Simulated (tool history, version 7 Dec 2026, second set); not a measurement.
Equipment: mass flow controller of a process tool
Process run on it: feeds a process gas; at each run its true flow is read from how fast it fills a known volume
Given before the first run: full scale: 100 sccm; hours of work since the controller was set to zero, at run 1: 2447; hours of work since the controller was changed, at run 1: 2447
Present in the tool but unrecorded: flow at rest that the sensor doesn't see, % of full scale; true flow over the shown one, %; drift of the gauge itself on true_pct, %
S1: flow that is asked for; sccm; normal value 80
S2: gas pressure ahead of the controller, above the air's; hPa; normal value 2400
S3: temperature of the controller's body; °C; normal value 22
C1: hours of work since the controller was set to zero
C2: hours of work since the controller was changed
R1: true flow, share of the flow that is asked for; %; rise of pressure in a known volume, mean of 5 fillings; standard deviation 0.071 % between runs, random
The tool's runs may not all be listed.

{"run": 1, "hour": 0.0, "S1": 80, "S2": 2400, "S3": 22, "C1": 2447, "C2": 2447, "R1": 99.24}
{"run": 2, "hour": 241.5, "S1": 80, "S2": 2400, "S3": 22, "C1": 2602, "C2": 2602, "R1": 99.23}
{"run": 3, "hour": 627.3, "S1": 80, "S2": 2400, "S3": 22, "C1": 2849, "C2": 2849, "R1": 99.33}
{"run": 4, "hour": 970.6, "S1": 80, "S2": 2400, "S3": 22, "C1": 3069, "C2": 3069, "R1": 99.4}
{"run": 5, "hour": 1146.6, "S1": 80, "S2": 2400, "S3": 22, "C1": 3182, "C2": 3182, "R1": 99.26}
{"run": 6, "hour": 1342.5, "S1": 80, "S2": 2400, "S3": 22, "C1": 3308, "C2": 3308, "R1": 99.12}
{"run": 7, "hour": 1732.8, "S1": 80, "S2": 2400, "S3": 22, "C1": 3558, "C2": 3558, "R1": 99.13}
{"run": 8, "hour": 2027.7, "S1": 80, "S2": 2400, "S3": 22, "C1": 3747, "C2": 3747, "R1": 99.15}
{"run": 9, "hour": 2405.0, "S1": 80, "S2": 1600, "S3": 22, "C1": 3988, "C2": 3988, "R1": 98.38}
{"run": 10, "hour": 2566.3, "S1": 80, "S2": 1600, "S3": 22, "C1": 4092, "C2": 4092, "R1": 98.48}
{"run": 11, "hour": 2831.2, "S1": 80, "S2": 1540, "S3": 22, "C1": 4261, "C2": 4261, "R1": 98.23}
{"run": 12, "hour": 3038.8, "S1": 80, "S2": 1540, "S3": 22, "C1": 4394, "C2": 4394, "R1": 98.21}
{"run": 13, "hour": 3410.8, "S1": 42, "S2": 2400, "S3": 22, "C1": 4633, "C2": 4633, "R1": 98.76}
{"run": 14, "hour": 3626.7, "S1": 42, "S2": 2400, "S3": 22, "C1": 4771, "C2": 4771, "R1": 98.73}
{"run": 15, "hour": 4016.4, "S1": 42, "S2": 2400, "S3": 22, "C1": 5021, "C2": 5021, "R1": 98.51}
{"run": 16, "hour": 4380.3, "S1": 19, "S2": 2400, "S3": 22, "C1": 5254, "C2": 5254, "R1": 99.18}
{"run": 17, "hour": 4728.2, "S1": 54, "S2": 2400, "S3": 22, "C1": 5477, "C2": 5477, "R1": 98.53}
{"run": 18, "hour": 4953.6, "S1": 54, "S2": 2400, "S3": 22, "C1": 5621, "C2": 5621, "R1": 98.54}
{"run": 19, "hour": 5185.0, "S1": 54, "S2": 2400, "S3": 22, "C1": 5770, "C2": 5770, "R1": 98.45}
{"run": 20, "hour": 5534.3, "S1": 54, "S2": 2400, "S3": 22, "C1": 5994, "C2": 5994, "R1": 98.38}
{"run": 21, "hour": 5756.9, "S1": 54, "S2": 2400, "S3": 22, "C1": 6136, "C2": 6136, "R1": 98.43}
{"run": 22, "hour": 5963.5, "S1": 54, "S2": 2400, "S3": 22, "C1": 6269, "C2": 6269, "R1": 98.23}
{"run": 23, "hour": 6350.6, "S1": 54, "S2": 2400, "S3": 22, "C1": 6517, "C2": 6517, "R1": 98.36}
{"run": 24, "hour": 6564.4, "S1": 80, "S2": 1560, "S3": 22, "C1": 6654, "C2": 6654, "R1": 97.55}
{"run": 25, "hour": 6741.4, "S1": 80, "S2": 1560, "S3": 22, "C1": 6767, "C2": 6767, "R1": 97.63}
{"run": 26, "hour": 6938.9, "S1": 24, "S2": 2300, "S3": 39, "C1": 6894, "C2": 6894, "R1": 98.1}
{"run": 27, "hour": 7218.9, "S1": 24, "S2": 2300, "S3": 39, "C1": 7073, "C2": 7073, "R1": 98.12}
{"run": 28, "hour": 7453.8, "S1": 55, "S2": 2300, "S3": 39, "C1": 7224, "C2": 7224, "R1": 97.63}
{"run": 29, "hour": 7795.8, "S1": 37, "S2": 1570, "S3": 34, "C1": 7443, "C2": 7443, "R1": 97.24}
{"run": 30, "hour": 8034.1, "S1": 37, "S2": 1640, "S3": 23, "C1": 7595, "C2": 7595, "R1": 97.42}
{"run": 31, "hour": 8393.9, "S1": 20, "S2": 1640, "S3": 23, "C1": 7826, "C2": 7826, "R1": 98.3}
{"run": 32, "hour": 8629.3, "S1": 81, "S2": 1640, "S3": 20, "C1": 7977, "C2": 7977, "R1": 97.4}
{"run": 33, "hour": 8891.0, "S1": 81, "S2": 2470, "S3": 26, "C1": 8144, "C2": 8144, "R1": 97.78}
{"run": 34, "hour": 9069.7, "S1": 92, "S2": 1530, "S3": 31, "C1": 8259, "C2": 8259, "R1": 96.98}
{"hour": 9297.8, "done": "controller's zero set anew"}
{"run": 35, "hour": 9455.2, "S1": 92, "S2": 1530, "S3": 31, "C1": 101, "C2": 8506, "R1": 96.61}
{"run": 36, "hour": 9679.2, "S1": 33, "S2": 2700, "S3": 20, "C1": 244, "C2": 8649, "R1": 97.22}
{"run": 37, "hour": 10014.8, "S1": 30, "S2": 2450, "S3": 39, "C1": 459, "C2": 8864, "R1": 96.51}
{"run": 38, "hour": 10307.4, "S1": 28, "S2": 2650, "S3": 22, "C1": 647, "C2": 9052, "R1": 97.08}
{"run": 39, "hour": 10596.9, "S1": 58, "S2": 2080, "S3": 25, "C1": 832, "C2": 9237, "R1": 96.69}
{"run": 40, "hour": 10797.0, "S1": 90, "S2": 1540, "S3": 22, "C1": 961, "C2": 9365, "R1": 96.58}
{"hour": 11135.2, "done": "controller exchanged for a calibrated one"}
{"run": 41, "hour": 11181.3, "S1": 90, "S2": 1540, "S3": 22, "C1": 30, "C2": 30, "R1": 99.61}
{"run": 42, "hour": 11501.9, "S1": 24, "S2": 2780, "S3": 35, "C1": 235, "C2": 235, "R1": 99.52}
{"run": 43, "hour": 11880.0, "S1": 15, "S2": 2010, "S3": 37, "C1": 477, "C2": 477, "R1": 98.9}
{"run": 44, "hour": 12128.6, "S1": 22, "S2": 1640, "S3": 23, "C1": 637, "C2": 637, "R1": 98.96}
{"run": 45, "hour": 12316.9, "S1": 22, "S2": 1710, "S3": 23, "C1": 757, "C2": 757, "R1": 98.9}
{"run": 46, "hour": 12573.0, "S1": 62, "S2": 1510, "S3": 27, "C1": 921, "C2": 921, "R1": 98.98}
{"run": 47, "hour": 12931.4, "S1": 62, "S2": 1510, "S3": 36, "C1": 1151, "C2": 1151, "R1": 98.66}
{"run": 48, "hour": 13195.7, "S1": 62, "S2": 1510, "S3": 36, "C1": 1320, "C2": 1320, "R1": 98.57}

What if the next run were any one of these 3? Each begins from the tool's condition after run 48:
{"run": "A", "hour": 13480.5, "S1": 80, "S2": 2750, "S3": 27, "C1": 1503, "C2": 1503, "R1": "?"}
{"run": "B", "hour": 13480.5, "S1": 35, "S2": 1510, "S3": 36, "C1": 1503, "C2": 1503, "R1": "?"}
{"run": "C", "hour": 13480.5, "S1": 80, "S2": 2340, "S3": 23, "C1": 1503, "C2": 1503, "R1": "?"}

run=A R1=99.91
run=B R1=98.45
run=C R1=99.57
What these runs would have given with no unlogged condition in the tool:
run=A R1=100.32
run=B R1=98.72
run=C R1=99.98
